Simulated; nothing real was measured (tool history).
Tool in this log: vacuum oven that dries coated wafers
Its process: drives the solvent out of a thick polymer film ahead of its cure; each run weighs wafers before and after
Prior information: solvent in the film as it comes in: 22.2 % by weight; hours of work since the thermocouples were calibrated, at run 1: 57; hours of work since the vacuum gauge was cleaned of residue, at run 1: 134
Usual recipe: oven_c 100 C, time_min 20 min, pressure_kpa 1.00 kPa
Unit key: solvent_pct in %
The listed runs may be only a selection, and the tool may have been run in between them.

| run | hour | oven_c | time_min | pressure_kpa | hours of work since the thermocouples were calibrated | hours of work since the vacuum gauge was cleaned of residue | solvent_pct |
|---|---|---|---|---|---|---|---|
| 1 | 0.0 | 100 | 20 | 1.00 | 57 | 134 | 4.56 |
| 2 | 72.5 | 100 | 20 | 0.71 | 105 | 181 | 4.39 |
| 3 | 132.7 | 100 | 20 | 0.71 | 144 | 220 | 4.47 |
| 4 | 163.4 | 100 | 20 | 0.71 | 164 | 240 | 4.58 |
| 5 | 227.7 | 100 | 20 | 0.71 | 205 | 282 | 4.39 |
| 6 | 295.3 | 100 | 20 | 1.18 | 249 | 326 | 4.71 |
| 7 | 362.9 | 100 | 20 | 1.18 | 293 | 370 | 4.70 |
| 8 | 434.2 | 100 | 20 | 1.18 | 339 | 416 | 4.81 |
| 9 | 506.6 | 97 | 17 | 2.30 | 386 | 463 | 7.19 |
| 10 | 579.4 | 105 | 15 | 0.85 | 434 | 510 | 5.25 |
|  | 585.2 | oven's thermocouples calibrated |
| 11 | 625.0 | 105 | 15 | 0.85 | 26 | 539 | 5.33 |
| 12 | 662.2 | 105 | 15 | 0.85 | 50 | 563 | 5.36 |
| 13 | 708.7 | 90 | 17 | 0.76 | 80 | 593 | 8.59 |
| 14 | 768.4 | 87 | 20 | 1.08 | 119 | 632 | 8.34 |

Predict the results of run 15:
|  | 803.1 | oven's thermocouples calibrated, once more |
| 15 | 832.7 | 97 | 25 | 2.51 | 19 | 672 | ? |

Run 15 came out at solvent_pct 4.80 %.
Without the tool's hidden state the same run would have given solvent_pct 4.71 %.
